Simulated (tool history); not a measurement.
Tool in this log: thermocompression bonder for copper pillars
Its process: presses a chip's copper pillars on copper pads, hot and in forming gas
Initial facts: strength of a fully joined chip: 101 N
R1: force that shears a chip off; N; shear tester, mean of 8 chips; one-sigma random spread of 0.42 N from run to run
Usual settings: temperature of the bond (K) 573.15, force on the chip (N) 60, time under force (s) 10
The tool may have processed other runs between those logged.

Run 1, hour 0: usual settings. Result: R1 68.6 N.
Run 2, hour 10.3: usual settings. Result: R1 67.9 N.
Run 3, hour 31.4: usual settings. Result: R1 68.1 N.
Run 4, hour 44.4: usual settings. Result: R1 68.8 N.
Run 5, hour 62.1: usual settings but temperature of the bond (K) 588.15. Result: R1 74.5 N.
Run 6, hour 71.6: usual settings but temperature of the bond (K) 556.15. Result: R1 61.1 N.
Run 7, hour 92: usual settings but temperature of the bond (K) 556.15, time under force (s) 13. Result: R1 65.4 N.
Run 8, hour 110.6: usual settings but time under force (s) 26. Result: R1 84.3 N.
Run 9, hour 120.8: usual settings but time under force (s) 26. Result: R1 84.7 N.
Run 10, hour 138.9: usual settings but force on the chip (N) 72. Result: R1 74.9 N.
Run 11, hour 155: usual settings. Result: R1 68.3 N.
Run 12, hour 168.4: usual settings but temperature of the bond (K) 592.15. Result: R1 76.3 N.
Run 13, hour 191.7: usual settings but temperature of the bond (K) 592.15. Result: R1 74.7 N.
Run 14, hour 206.5: usual settings but temperature of the bond (K) 592.15. Result: R1 75.8 N.
Run 15, hour 218.6: usual settings but temperature of the bond (K) 592.15. Result: R1 75.3 N.
Run 16, hour 239.7: usual settings but temperature of the bond (K) 592.15. Result: R1 75.8 N.
Run 17, hour 252.9: usual settings but temperature of the bond (K) 592.15. Result: R1 75.2 N.
Run 18, hour 270.2: usual settings but temperature of the bond (K) 592.15, time under force (s) 21. Result: R1 86.8 N.
Run 19, hour 287.7: usual settings but temperature of the bond (K) 601.15, force on the chip (N) 41, time under force (s) 8. Result: R1 62.5 N.
Run 20, hour 301.6: usual settings but temperature of the bond (K) 603.15, force on the chip (N) 41. Result: R1 66.9 N.
Run 21, hour 312: usual settings but temperature of the bond (K) 603.15, force on the chip (N) 41. Result: R1 66.7 N.
Run 22, hour 332.3: usual settings but temperature of the bond (K) 603.15, force on the chip (N) 41. Result: R1 66.7 N.
Run 23, hour 350.3: usual settings but temperature of the bond (K) 603.15, force on the chip (N) 46, time under force (s) 6. Result: R1 60.9 N.
Run 24, hour 367.1: usual settings but temperature of the bond (K) 603.15, force on the chip (N) 46, time under force (s) 6. Result: R1 60.9 N.
Run 25, hour 387.7: usual settings but temperature of the bond (K) 592.15. Result: R1 75.7 N.
Run 26, hour 408.3: usual settings but temperature of the bond (K) 592.15. Result: R1 75 N.
Run 27, hour 420.4: usual settings but temperature of the bond (K) 592.15. Result: R1 74.7 N.
Run 28, hour 431.2: usual settings but temperature of the bond (K) 592.15. Result: R1 75.2 N.
Run 29, hour 444.6: usual settings but temperature of the bond (K) 550.15, force on the chip (N) 67. Result: R1 62.5 N.
Run 30, hour 468.2: usual settings but temperature of the bond (K) 553.15, force on the chip (N) 41. Result: R1 46.8 N.
Run 31, hour 480: usual settings but temperature of the bond (K) 556.15, force on the chip (N) 56, time under force (s) 22. Result: R1 72.5 N.
At hour 486.5: heater calibrated with a thermocouple chip.
Run 32, hour 493.9: usual settings but temperature of the bond (K) 558.15, force on the chip (N) 40. Result: R1 44 N.
Run 33, hour 512.9: usual settings but temperature of the bond (K) 588.15, force on the chip (N) 40. Result: R1 55.7 N.
Run 34, hour 531.6: usual settings but time under force (s) 5. Result: R1 50.7 N.

4 options for the next run, each taken on its own from the tool as it stands now. Forecast them:
Run A, hour 544.7: usual settings but temperature of the bond (K) 582.15, force on the chip (N) 42, time under force (s) 5. Result: R1 ?.
Run B, hour 544.7: usual settings but temperature of the bond (K) 578.15, force on the chip (N) 46, time under force (s) 27. Result: R1 ?.
Run C, hour 544.7: usual settings but force on the chip (N) 65, time under force (s) 14. Result: R1 ?.
Run D, hour 544.7: usual settings but time under force (s) 6. Result: R1 ?.

run    R1
  A  43.1
  B  74.4
  C  70.4
  D  54.2
Without the tool's unlogged condition, the same runs would have read:
run    R1
  A  45.8
  B    78
  C  73.9
  D  57.4

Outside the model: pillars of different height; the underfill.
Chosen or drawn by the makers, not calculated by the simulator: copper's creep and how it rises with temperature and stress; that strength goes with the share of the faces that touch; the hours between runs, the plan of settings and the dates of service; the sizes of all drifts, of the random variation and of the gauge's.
